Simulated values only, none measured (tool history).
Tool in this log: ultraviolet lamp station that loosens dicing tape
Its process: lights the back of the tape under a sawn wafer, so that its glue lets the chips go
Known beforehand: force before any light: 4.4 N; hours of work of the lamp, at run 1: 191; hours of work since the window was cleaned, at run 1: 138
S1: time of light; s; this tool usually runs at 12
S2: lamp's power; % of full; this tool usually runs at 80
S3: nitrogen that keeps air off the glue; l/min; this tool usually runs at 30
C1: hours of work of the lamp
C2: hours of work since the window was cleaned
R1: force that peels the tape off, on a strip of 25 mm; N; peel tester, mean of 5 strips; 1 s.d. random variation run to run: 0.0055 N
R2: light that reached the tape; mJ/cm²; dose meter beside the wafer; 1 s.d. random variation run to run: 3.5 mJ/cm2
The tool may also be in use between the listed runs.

run 1 hour=0 | S1=12 S2=80 S3=30 | C1=191 C2=138 | R1=0.111 R2=591
run 2 hour=15.9 | S1=12 S2=80 S3=30 | C1=202 C2=148 | R1=0.111 R2=585
run 3 hour=26.3 | S1=12 S2=80 S3=30 | C1=208 C2=155 | R1=0.109 R2=578
run 4 hour=38.8 | S1=12 S2=80 S3=30 | C1=217 C2=163 | R1=0.113 R2=582
run 5 hour=51.4 | S1=12 S2=80 S3=30 | C1=225 C2=171 | R1=0.11 R2=582
run 6 hour=65.9 | S1=12 S2=77 S3=30 | C1=234 C2=181 | R1=0.114 R2=561
run 7 hour=73.3 | S1=12 S2=80 S3=30 | C1=239 C2=185 | R1=0.103 R2=580
run 8 hour=84.5 | S1=12 S2=80 S3=30 | C1=246 C2=193 | R1=0.116 R2=579
run 9 hour=97 | S1=12 S2=80 S3=12 | C1=255 C2=201 | R1=0.146 R2=586
run 10 hour=106 | S1=12 S2=80 S3=30 | C1=260 C2=207 | R1=0.107 R2=577
run 11 hour=119.6 | S1=12 S2=80 S3=30 | C1=269 C2=216 | R1=0.105 R2=584
run 12 hour=136.1 | S1=12 S2=80 S3=30 | C1=280 C2=226 | R1=0.107 R2=574
run 13 hour=149.1 | S1=12 S2=80 S3=30 | C1=289 C2=235 | R1=0.116 R2=582
run 14 hour=165.6 | S1=10 S2=90 S3=20 | C1=299 C2=246 | R1=0.152 R2=543
run 15 hour=175 | S1=10 S2=90 S3=20 | C1=305 C2=252 | R1=0.132 R2=541
run 16 hour=186.3 | S1=10 S2=90 S3=20 | C1=313 C2=259 | R1=0.148 R2=545
run 17 hour=203.1 | S1=10 S2=90 S3=20 | C1=324 C2=270 | R1=0.14 R2=546
run 18 hour=218.3 | S1=12 S2=95 S3=30 | C1=334 C2=280 | R1=0.09 R2=693
-- hour=227.9 window cleaned of glue's vapour
run 19 hour=229.6 | S1=11 S2=61 S3=31 | C1=341 C2=1 | R1=0.228 R2=407
run 20 hour=245.2 | S1=12 S2=80 S3=9 | C1=351 C2=11 | R1=0.185 R2=583
run 21 hour=260.4 | S1=12 S2=80 S3=9 | C1=361 C2=21 | R1=0.189 R2=588
run 22 hour=268.3 | S1=12 S2=73 S3=33 | C1=366 C2=26 | R1=0.121 R2=525
run 23 hour=276.5 | S1=11 S2=86 S3=41 | C1=371 C2=32 | R1=0.111 R2=570
run 24 hour=290.8 | S1=23 S2=88 S3=41 | C1=381 C2=41 | R1=0.081 R2=1227
run 25 hour=298.1 | S1=23 S2=81 S3=16 | C1=385 C2=46 | R1=0.074 R2=1127

Branching from run 25: 5 alternative next runs. What would each branch give?
run A hour=308.5 | S1=12 S2=74 S3=30 | C1=392 C2=53 | R1=? R2=?
run B hour=308.5 | S1=12 S2=65 S3=11 | C1=392 C2=53 | R1=? R2=?
run C hour=308.5 | S1=12 S2=85 S3=30 | C1=392 C2=53 | R1=? R2=?
run D hour=308.5 | S1=14 S2=95 S3=12 | C1=392 C2=53 | R1=? R2=?
run E hour=308.5 | S1=15 S2=68 S3=11 | C1=392 C2=53 | R1=? R2=?

run=A R1=0.132 R2=542
run=B R1=0.25 R2=469
run=C R1=0.097 R2=618
run=D R1=0.104 R2=800
run=E R1=0.153 R2=616
What these runs would have given with no unlogged condition in the tool:
run=A R1=0.132 R2=543
run=B R1=0.249 R2=470
run=C R1=0.097 R2=619
run=D R1=0.104 R2=801
run=E R1=0.153 R2=617
